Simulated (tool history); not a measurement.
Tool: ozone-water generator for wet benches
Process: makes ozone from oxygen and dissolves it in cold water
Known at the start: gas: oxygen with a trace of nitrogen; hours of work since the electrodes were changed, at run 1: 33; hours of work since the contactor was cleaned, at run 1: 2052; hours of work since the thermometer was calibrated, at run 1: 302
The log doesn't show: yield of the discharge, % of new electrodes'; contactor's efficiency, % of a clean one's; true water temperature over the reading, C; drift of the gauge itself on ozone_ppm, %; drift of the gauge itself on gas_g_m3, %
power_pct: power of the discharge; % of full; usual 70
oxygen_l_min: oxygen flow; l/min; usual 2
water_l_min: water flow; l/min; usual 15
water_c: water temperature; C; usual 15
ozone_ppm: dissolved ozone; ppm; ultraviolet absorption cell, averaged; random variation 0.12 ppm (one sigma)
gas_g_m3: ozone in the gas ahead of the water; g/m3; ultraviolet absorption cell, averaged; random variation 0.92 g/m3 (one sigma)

| run | hour | power_pct | oxygen_l_min | water_l_min | water_c | hours of work since the electrodes were changed | hours of work since the contactor was cleaned | hours of work since the thermometer was calibrated | ozone_ppm | gas_g_m3 |
|---|---|---|---|---|---|---|---|---|---|---|
| 1 | 0 | 70 | 2 | 15 | 15 | 33 | 2052 | 302 | 11.3 | 155.8 |
| 2 | 21.4 | 70 | 2 | 15 | 15 | 50 | 2069 | 319 | 11.2 | 155.2 |
| 3 | 49.5 | 70 | 2 | 15 | 15 | 72 | 2092 | 341 | 11.1 | 154.2 |
| 4 | 76 | 70 | 2 | 15 | 15 | 93 | 2113 | 362 | 11.1 | 155.8 |
| 5 | 110.8 | 70 | 2 | 15 | 15 | 121 | 2140 | 389 | 11.1 | 155.9 |
| 6 | 142.5 | 70 | 2 | 15 | 15 | 146 | 2166 | 415 | 11 | 156.8 |
| 7 | 180.6 | 70 | 2 | 15 | 15 | 176 | 2196 | 445 | 11.2 | 156.4 |
| 8 | 210.8 | 70 | 2 | 15 | 15 | 200 | 2220 | 469 | 11 | 155.8 |
| 9 | 253.1 | 85 | 2 | 15 | 15 | 234 | 2253 | 502 | 12.7 | 178.8 |
| 10 | 276.2 | 67 | 2 | 15 | 15 | 252 | 2272 | 521 | 10.9 | 152 |
| 11 | 316.7 | 67 | 2 | 15 | 15 | 284 | 2304 | 553 | 10.8 | 152 |
| 12 | 338.7 | 67 | 2 | 15 | 15 | 302 | 2321 | 570 | 10.8 | 153.1 |
| 13 | 385.4 | 67 | 2 | 15 | 15 | 339 | 2358 | 607 | 10.8 | 153.1 |
| 14 | 427 | 70 | 2 | 15 | 15 | 372 | 2391 | 640 | 10.9 | 156.5 |
| 15 | 457.9 | 52 | 2 | 15 | 11 | 396 | 2416 | 665 | 9.5 | 129 |
| 16 | 510.5 | 70 | 2 | 23 | 12 | 438 | 2457 | 707 | 7.6 | 158 |
| 17 | 559.3 | 70 | 1.33 | 22 | 15 | 477 | 2496 | 745 | 6.5 | 190.9 |
| 18 | 599.3 | 70 | 1.33 | 22 | 15 | 508 | 2528 | 777 | 6.7 | 189.9 |
| 19 | 649.2 | 70 | 1.33 | 22 | 15 | 548 | 2568 | 817 | 6.6 | 191.8 |
|  | 661.5 | gauge calibrated |
| 20 | 678.3 | 96 | 3 | 15 | 15 | 571 | 2591 | 840 | 15.1 | 160.8 |
| 21 | 710.6 | 72 | 2 | 23 | 15 | 597 | 2616 | 865 | 7.6 | 157.8 |
| 22 | 754.4 | 80 | 2.51 | 23 | 20 | 631 | 2651 | 900 | 8.5 | 153.2 |
|  | 770.2 | contactor cleaned |
| 23 | 780.3 | 70 | 1.26 | 15 | 8 | 649 | 8 | 917 | 9.8 | 190.7 |
| 24 | 827.5 | 42 | 2.9 | 14 | 10 | 686 | 45 | 955 | 9.8 | 95 |
| 25 | 879.5 | 42 | 2.9 | 14 | 10 | 728 | 87 | 996 | 9.9 | 93.6 |
| 26 | 917.1 | 42 | 2.9 | 14 | 10 | 757 | 116 | 1026 | 9.6 | 94.3 |
| 27 | 952.8 | 42 | 2.9 | 14 | 10 | 786 | 145 | 1054 | 9.9 | 94.9 |
| 28 | 996.2 | 75 | 3.02 | 24 | 20 | 820 | 179 | 1089 | 8.3 | 137.2 |

5 ways to go on from here, each from the tool as it stands after run 28. What would each give?
| A | 1029.1 | 80 | 3.02 | 22 | 16 | 846 | 205 | 1115 | ? | ? |
| B | 1029.1 | 66 | 3.02 | 24 | 20 | 846 | 205 | 1115 | ? | ? |
| C | 1029.1 | 95 | 3.05 | 11 | 15 | 846 | 205 | 1115 | ? | ? |
| D | 1029.1 | 76 | 2 | 18 | 15 | 846 | 205 | 1115 | ? | ? |
| E | 1029.1 | 70 | 1.74 | 11 | 16 | 846 | 205 | 1115 | ? | ? |

| run | ozone_ppm | gas_g_m3 |
|---|---|---|
| A | 9.6 | 145.3 |
| B | 7.6 | 126.5 |
| C | 19.2 | 161.4 |
| D | 10.1 | 166.1 |
| E | 14 | 166.4 |
Without the tool's hidden state the same runs would have given:
| run | ozone_ppm | gas_g_m3 |
|---|---|---|
| A | 9.6 | 143 |
| B | 7.6 | 124.5 |
| C | 19.2 | 158.9 |
| D | 10.1 | 163.4 |
| E | 14 | 163.8 |

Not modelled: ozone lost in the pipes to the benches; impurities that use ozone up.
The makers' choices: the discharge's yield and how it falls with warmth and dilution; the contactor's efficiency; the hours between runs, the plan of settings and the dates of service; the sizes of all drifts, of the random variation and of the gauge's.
